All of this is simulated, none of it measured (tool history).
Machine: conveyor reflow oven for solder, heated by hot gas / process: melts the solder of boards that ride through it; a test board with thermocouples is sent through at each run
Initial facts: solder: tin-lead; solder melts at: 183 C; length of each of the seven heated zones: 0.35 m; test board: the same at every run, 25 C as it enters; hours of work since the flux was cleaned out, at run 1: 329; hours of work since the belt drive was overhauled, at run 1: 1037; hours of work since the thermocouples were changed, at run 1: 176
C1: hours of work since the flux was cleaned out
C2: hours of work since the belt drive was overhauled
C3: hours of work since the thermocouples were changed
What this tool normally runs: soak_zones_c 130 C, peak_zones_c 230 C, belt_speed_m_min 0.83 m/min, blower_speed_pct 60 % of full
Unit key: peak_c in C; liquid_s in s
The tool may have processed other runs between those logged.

{"run": 1, "day": 0.0, "soak_zones_c": 130, "peak_zones_c": 230, "belt_speed_m_min": 0.83, "blower_speed_pct": 60, "C1": 329, "C2": 1037, "C3": 176, "peak_c": 209.2, "liquid_s": 31.3}
{"run": 2, "day": 0.938, "soak_zones_c": 130, "peak_zones_c": 230, "belt_speed_m_min": 0.83, "blower_speed_pct": 60, "C1": 347, "C2": 1054, "C3": 193, "peak_c": 209, "liquid_s": 31}
{"run": 3, "day": 2.217, "soak_zones_c": 130, "peak_zones_c": 230, "belt_speed_m_min": 0.83, "blower_speed_pct": 60, "C1": 370, "C2": 1077, "C3": 216, "peak_c": 209.4, "liquid_s": 31}
{"day": 3.312, "done": "belt drive overhauled, speed set with a stopwatch"}
{"run": 4, "day": 4.054, "soak_zones_c": 130, "peak_zones_c": 230, "belt_speed_m_min": 0.83, "blower_speed_pct": 60, "C1": 401, "C2": 14, "C3": 247, "peak_c": 209.3, "liquid_s": 31.3}
{"run": 5, "day": 5.95, "soak_zones_c": 130, "peak_zones_c": 230, "belt_speed_m_min": 0.878, "blower_speed_pct": 60, "C1": 435, "C2": 48, "C3": 282, "peak_c": 207.4, "liquid_s": 27.4}
{"day": 6.292, "done": "flux residue cleaned out of gas plates and filters"}
{"run": 6, "day": 6.983, "soak_zones_c": 130, "peak_zones_c": 230, "belt_speed_m_min": 0.878, "blower_speed_pct": 60, "C1": 13, "C2": 63, "C3": 297, "peak_c": 207.6, "liquid_s": 28}
{"run": 7, "day": 8.896, "soak_zones_c": 130, "peak_zones_c": 230, "belt_speed_m_min": 0.83, "blower_speed_pct": 60, "C1": 48, "C2": 99, "C3": 332, "peak_c": 209.7, "liquid_s": 31.1}
{"run": 8, "day": 10.742, "soak_zones_c": 130, "peak_zones_c": 230, "belt_speed_m_min": 0.83, "blower_speed_pct": 60, "C1": 82, "C2": 132, "C3": 366, "peak_c": 209.4, "liquid_s": 30.9}
{"run": 9, "day": 12.6, "soak_zones_c": 130, "peak_zones_c": 230, "belt_speed_m_min": 0.83, "blower_speed_pct": 88, "C1": 116, "C2": 166, "C3": 400, "peak_c": 213.7, "liquid_s": 34.7}
{"run": 10, "day": 14.096, "soak_zones_c": 130, "peak_zones_c": 230, "belt_speed_m_min": 0.942, "blower_speed_pct": 60, "C1": 143, "C2": 194, "C3": 427, "peak_c": 204.4, "liquid_s": 23.6}
{"run": 11, "day": 15.525, "soak_zones_c": 130, "peak_zones_c": 230, "belt_speed_m_min": 0.942, "blower_speed_pct": 60, "C1": 169, "C2": 220, "C3": 453, "peak_c": 204.2, "liquid_s": 23.6}
{"run": 12, "day": 17.071, "soak_zones_c": 130, "peak_zones_c": 230, "belt_speed_m_min": 0.942, "blower_speed_pct": 60, "C1": 198, "C2": 248, "C3": 482, "peak_c": 203.8, "liquid_s": 23.5}
{"run": 13, "day": 18.629, "soak_zones_c": 130, "peak_zones_c": 230, "belt_speed_m_min": 0.83, "blower_speed_pct": 60, "C1": 226, "C2": 277, "C3": 510, "peak_c": 209.5, "liquid_s": 31}
{"run": 14, "day": 19.65, "soak_zones_c": 130, "peak_zones_c": 230, "belt_speed_m_min": 0.83, "blower_speed_pct": 60, "C1": 245, "C2": 296, "C3": 529, "peak_c": 209.4, "liquid_s": 31.2}
{"run": 15, "day": 21.379, "soak_zones_c": 130, "peak_zones_c": 230, "belt_speed_m_min": 0.83, "blower_speed_pct": 60, "C1": 277, "C2": 327, "C3": 561, "peak_c": 209.6, "liquid_s": 31.4}
{"run": 16, "day": 22.562, "soak_zones_c": 142, "peak_zones_c": 244, "belt_speed_m_min": 0.699, "blower_speed_pct": 63, "C1": 298, "C2": 349, "C3": 582, "peak_c": 229.5, "liquid_s": 52.9}
{"run": 17, "day": 23.967, "soak_zones_c": 122, "peak_zones_c": 228, "belt_speed_m_min": 0.779, "blower_speed_pct": 82, "C1": 324, "C2": 375, "C3": 608, "peak_c": 211.6, "liquid_s": 34.2}
{"run": 18, "day": 25.771, "soak_zones_c": 136, "peak_zones_c": 230, "belt_speed_m_min": 0.83, "blower_speed_pct": 86, "C1": 357, "C2": 408, "C3": 641, "peak_c": 215, "liquid_s": 36.5}
{"run": 19, "day": 26.596, "soak_zones_c": 130, "peak_zones_c": 237, "belt_speed_m_min": 0.83, "blower_speed_pct": 52, "C1": 372, "C2": 423, "C3": 656, "peak_c": 212.8, "liquid_s": 33.4}
{"run": 20, "day": 27.846, "soak_zones_c": 122, "peak_zones_c": 240, "belt_speed_m_min": 0.83, "blower_speed_pct": 83, "C1": 395, "C2": 446, "C3": 679, "peak_c": 220.4, "liquid_s": 36.1}
{"run": 21, "day": 29.575, "soak_zones_c": 122, "peak_zones_c": 224, "belt_speed_m_min": 0.67, "blower_speed_pct": 75, "C1": 427, "C2": 478, "C3": 711, "peak_c": 211.6, "liquid_s": 40.9}
{"day": 30.308, "done": "flux residue cleaned out of gas plates and filters"}
{"run": 22, "day": 30.646, "soak_zones_c": 128, "peak_zones_c": 231, "belt_speed_m_min": 0.732, "blower_speed_pct": 90, "C1": 6, "C2": 493, "C3": 727, "peak_c": 218.3, "liquid_s": 42.3}
{"run": 23, "day": 31.738, "soak_zones_c": 128, "peak_zones_c": 231, "belt_speed_m_min": 0.732, "blower_speed_pct": 90, "C1": 26, "C2": 513, "C3": 747, "peak_c": 218.7, "liquid_s": 42.5}
{"run": 24, "day": 33.696, "soak_zones_c": 126, "peak_zones_c": 222, "belt_speed_m_min": 0.732, "blower_speed_pct": 90, "C1": 62, "C2": 549, "C3": 783, "peak_c": 210, "liquid_s": 37.1}
{"run": 25, "day": 35.233, "soak_zones_c": 126, "peak_zones_c": 222, "belt_speed_m_min": 0.732, "blower_speed_pct": 90, "C1": 90, "C2": 577, "C3": 811, "peak_c": 210.3, "liquid_s": 36.9}
{"run": 26, "day": 36.104, "soak_zones_c": 126, "peak_zones_c": 222, "belt_speed_m_min": 0.732, "blower_speed_pct": 90, "C1": 106, "C2": 593, "C3": 827, "peak_c": 209.4, "liquid_s": 37}
{"run": 27, "day": 37.217, "soak_zones_c": 143, "peak_zones_c": 223, "belt_speed_m_min": 0.716, "blower_speed_pct": 60, "C1": 127, "C2": 614, "C3": 847, "peak_c": 210.4, "liquid_s": 41.9}
{"run": 28, "day": 38.162, "soak_zones_c": 130, "peak_zones_c": 230, "belt_speed_m_min": 0.83, "blower_speed_pct": 60, "C1": 144, "C2": 631, "C3": 865, "peak_c": 209.9, "liquid_s": 31}
{"run": 29, "day": 39.071, "soak_zones_c": 121, "peak_zones_c": 234, "belt_speed_m_min": 0.942, "blower_speed_pct": 52, "C1": 161, "C2": 648, "C3": 881, "peak_c": 203.2, "liquid_s": 21.3}
{"run": 30, "day": 40.8, "soak_zones_c": 121, "peak_zones_c": 234, "belt_speed_m_min": 0.942, "blower_speed_pct": 52, "C1": 192, "C2": 679, "C3": 913, "peak_c": 203.1, "liquid_s": 20.7}

Branching from run 30: 4 alternative next runs. What would each branch give?
{"run": "A", "day": 42.229, "soak_zones_c": 130, "peak_zones_c": 240, "belt_speed_m_min": 0.83, "blower_speed_pct": 60, "C1": 218, "C2": 706, "C3": 939, "peak_c": "?", "liquid_s": "?"}
{"run": "B", "day": 42.229, "soak_zones_c": 130, "peak_zones_c": 239, "belt_speed_m_min": 0.83, "blower_speed_pct": 60, "C1": 218, "C2": 706, "C3": 939, "peak_c": "?", "liquid_s": "?"}
{"run": "C", "day": 42.229, "soak_zones_c": 130, "peak_zones_c": 230, "belt_speed_m_min": 0.83, "blower_speed_pct": 63, "C1": 218, "C2": 706, "C3": 939, "peak_c": "?", "liquid_s": "?"}
{"run": "D", "day": 42.229, "soak_zones_c": 121, "peak_zones_c": 244, "belt_speed_m_min": 0.942, "blower_speed_pct": 68, "C1": 218, "C2": 706, "C3": 939, "peak_c": "?", "liquid_s": "?"}

run=A peak_c=217.5 liquid_s=36.8
run=B peak_c=216.4 liquid_s=35.3
run=C peak_c=209.7 liquid_s=31.2
run=D peak_c=215.6 liquid_s=29
Had the tool no hidden state, the same runs would have come out as:
run=A peak_c=217.5 liquid_s=36.8
run=B peak_c=216.4 liquid_s=35.3
run=C peak_c=209.7 liquid_s=31.2
run=D peak_c=215.6 liquid_s=29

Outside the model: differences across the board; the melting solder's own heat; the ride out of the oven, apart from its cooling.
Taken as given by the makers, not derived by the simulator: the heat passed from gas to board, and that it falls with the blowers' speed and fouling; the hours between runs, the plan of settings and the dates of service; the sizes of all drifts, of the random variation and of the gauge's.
